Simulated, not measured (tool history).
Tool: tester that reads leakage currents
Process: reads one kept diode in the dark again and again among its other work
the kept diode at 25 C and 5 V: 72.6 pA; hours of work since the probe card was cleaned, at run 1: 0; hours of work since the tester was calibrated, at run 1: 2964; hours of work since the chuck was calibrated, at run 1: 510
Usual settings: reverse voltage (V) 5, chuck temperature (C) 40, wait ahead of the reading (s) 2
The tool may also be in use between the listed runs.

run,hour,reverse voltage (V),chuck temperature (C),wait ahead of the reading (s),hours of work since the probe card was cleaned,hours of work since the tester was calibrated,hours of work since the chuck was calibrated,current that the tester gives (pA)
1,0,5,40,2,0,2964,510,201.56
2,147.2,5,40,2,76,3040,586,200.18
3,257.4,5,40,2,133,3097,643,198.89
4,383,5,33,2,198,3162,708,122.28
5,516.1,1.41,33,2,266,3230,777,77.93
6,622.5,1.41,33,2,321,3285,832,77.71
7,747.5,1.41,33,2,386,3350,896,77.85
8,882.6,5,40,2,456,3420,966,195.35
9,972.1,5,29,2,502,3466,1012,90.91
10,1035.4,2.99,26,2,535,3499,1045,60.68
11,1127.6,12.28,40,6.43,582,3546,1093,265.94
# hour 1204.6: chuck's temperature calibrated
12,1210.8,11.76,21,0.61,624,3588,3,79.01
13,1295.7,5,43,3.57,668,3632,47,254.59
14,1414.9,5,50,3.42,729,3693,109,400.57
15,1493.5,2.18,24,0.48,770,3734,149,51.39
16,1604.2,2.18,24,0.48,827,3791,206,50.93
17,1696.3,2.18,24,0.48,875,3839,254,51.01

Some steps in current that the tester gives (pA) between neighbouring runs. How much of each would the tool show without its hidden state too (settings, what came in, random variation), and how much is left for the hidden state, with any gauge scatter that isn't in both results?
The hidden state here: stray current of the dirty probe card, pA a volt; current scale over the true one, %; true chuck temperature over the reading, C; drift of the gauge itself on leakage_pa, %.
Run 11 -> 12: reverse voltage (V) 12.28 -> 11.76, chuck temperature (C) 40 -> 21, wait ahead of the reading (s) 6.43 -> 0.61, chuck's temperature calibrated. current that the tester gives (pA) -186.93: hidden state +23.42, all else -210.35.
Run 14 -> 15: reverse voltage (V) 5 -> 2.18, chuck temperature (C) 50 -> 24, wait ahead of the reading (s) 3.42 -> 0.48. current that the tester gives (pA) -349.18: hidden state +3.81, all else -352.99.
